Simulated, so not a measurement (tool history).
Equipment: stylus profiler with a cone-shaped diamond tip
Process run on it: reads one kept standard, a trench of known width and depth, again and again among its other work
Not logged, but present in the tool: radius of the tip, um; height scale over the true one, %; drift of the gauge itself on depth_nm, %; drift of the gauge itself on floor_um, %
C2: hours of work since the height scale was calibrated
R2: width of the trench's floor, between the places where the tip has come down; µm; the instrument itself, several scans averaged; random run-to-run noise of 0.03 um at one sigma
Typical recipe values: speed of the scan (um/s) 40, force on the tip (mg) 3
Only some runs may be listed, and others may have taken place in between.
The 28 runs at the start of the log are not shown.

run 29 hour=1935.5 | speed_of_the_scan_(um/s)=151 force_on_the_tip_(mg)=1.5 | scans_with_this_tip=14103 C2=975 | depth_of_the_trench_(Å)=1007.9 R2=47.56
run 30 hour=1994.1 | speed_of_the_scan_(um/s)=151 force_on_the_tip_(mg)=1.5 | scans_with_this_tip=14458 C2=1000 | depth_of_the_trench_(Å)=1007.7 R2=47.5
run 31 hour=2075.9 | speed_of_the_scan_(um/s)=151 force_on_the_tip_(mg)=1.5 | scans_with_this_tip=14954 C2=1034 | depth_of_the_trench_(Å)=1007.7 R2=47.52
run 32 hour=2125.6 | speed_of_the_scan_(um/s)=136 force_on_the_tip_(mg)=6.22 | scans_with_this_tip=15255 C2=1055 | depth_of_the_trench_(Å)=1021.3 R2=47.94
run 33 hour=2185.4 | speed_of_the_scan_(um/s)=13 force_on_the_tip_(mg)=6.01 | scans_with_this_tip=15617 C2=1080 | depth_of_the_trench_(Å)=1020.9 R2=48.23
run 34 hour=2257.1 | speed_of_the_scan_(um/s)=13 force_on_the_tip_(mg)=2.55 | scans_with_this_tip=16052 C2=1110 | depth_of_the_trench_(Å)=1011.5 R2=48.29
run 35 hour=2304 | speed_of_the_scan_(um/s)=143 force_on_the_tip_(mg)=1.08 | scans_with_this_tip=16336 C2=1130 | depth_of_the_trench_(Å)=1005.8 R2=47.35
run 36 hour=2376.6 | speed_of_the_scan_(um/s)=143 force_on_the_tip_(mg)=5.21 | scans_with_this_tip=16777 C2=1160 | depth_of_the_trench_(Å)=1019.1 R2=47.8
run 37 hour=2429.6 | speed_of_the_scan_(um/s)=143 force_on_the_tip_(mg)=5.21 | scans_with_this_tip=17098 C2=1183 | depth_of_the_trench_(Å)=1019.1 R2=47.78
run 38 hour=2504.7 | speed_of_the_scan_(um/s)=143 force_on_the_tip_(mg)=5.21 | scans_with_this_tip=17553 C2=1214 | depth_of_the_trench_(Å)=1018.7 R2=47.79
run 39 hour=2565.4 | speed_of_the_scan_(um/s)=40 force_on_the_tip_(mg)=3.89 | scans_with_this_tip=17921 C2=1240 | depth_of_the_trench_(Å)=1015.2 R2=48.09
run 40 hour=2633.8 | speed_of_the_scan_(um/s)=31 force_on_the_tip_(mg)=1.84 | scans_with_this_tip=18335 C2=1268 | depth_of_the_trench_(Å)=1008.8 R2=48.03
run 41 hour=2685.9 | speed_of_the_scan_(um/s)=31 force_on_the_tip_(mg)=1.84 | scans_with_this_tip=18651 C2=1290 | depth_of_the_trench_(Å)=1008.7 R2=48.13
-- hour=2753.4 new tip fitted, height scale calibrated
run 42 hour=2781.5 | speed_of_the_scan_(um/s)=31 force_on_the_tip_(mg)=1.84 | scans_with_this_tip=171 C2=12 | depth_of_the_trench_(Å)=1010.4 R2=48.59
run 43 hour=2869.2 | speed_of_the_scan_(um/s)=13 force_on_the_tip_(mg)=2.4 | scans_with_this_tip=703 C2=49 | depth_of_the_trench_(Å)=1012.5 R2=48.7
run 44 hour=2922.8 | speed_of_the_scan_(um/s)=13 force_on_the_tip_(mg)=2.4 | scans_with_this_tip=1027 C2=71 | depth_of_the_trench_(Å)=1012.3 R2=48.66
run 45 hour=2981.6 | speed_of_the_scan_(um/s)=11 force_on_the_tip_(mg)=5.12 | scans_with_this_tip=1384 C2=96 | depth_of_the_trench_(Å)=1020.2 R2=48.68

Below are 3 alternative next runs, each starting from the tool's condition after run 45. Predict each:
run A hour=3072.1 | speed_of_the_scan_(um/s)=19 force_on_the_tip_(mg)=1.45 | scans_with_this_tip=1933 C2=134 | depth_of_the_trench_(Å)=? R2=?
run B hour=3072.1 | speed_of_the_scan_(um/s)=119 force_on_the_tip_(mg)=8.6 | scans_with_this_tip=1933 C2=134 | depth_of_the_trench_(Å)=? R2=?
run C hour=3072.1 | speed_of_the_scan_(um/s)=14 force_on_the_tip_(mg)=3 | scans_with_this_tip=1933 C2=134 | depth_of_the_trench_(Å)=? R2=?

run=A depth_of_the_trench_(Å)=1008.7 R2=48.59
run=B depth_of_the_trench_(Å)=1028.3 R2=48.44
run=C depth_of_the_trench_(Å)=1014 R2=48.62
With no hidden state in the tool, these same runs would have given:
run=A depth_of_the_trench_(Å)=1008.6 R2=48.65
run=B depth_of_the_trench_(Å)=1028.2 R2=48.5
run=C depth_of_the_trench_(Å)=1013.9 R2=48.67
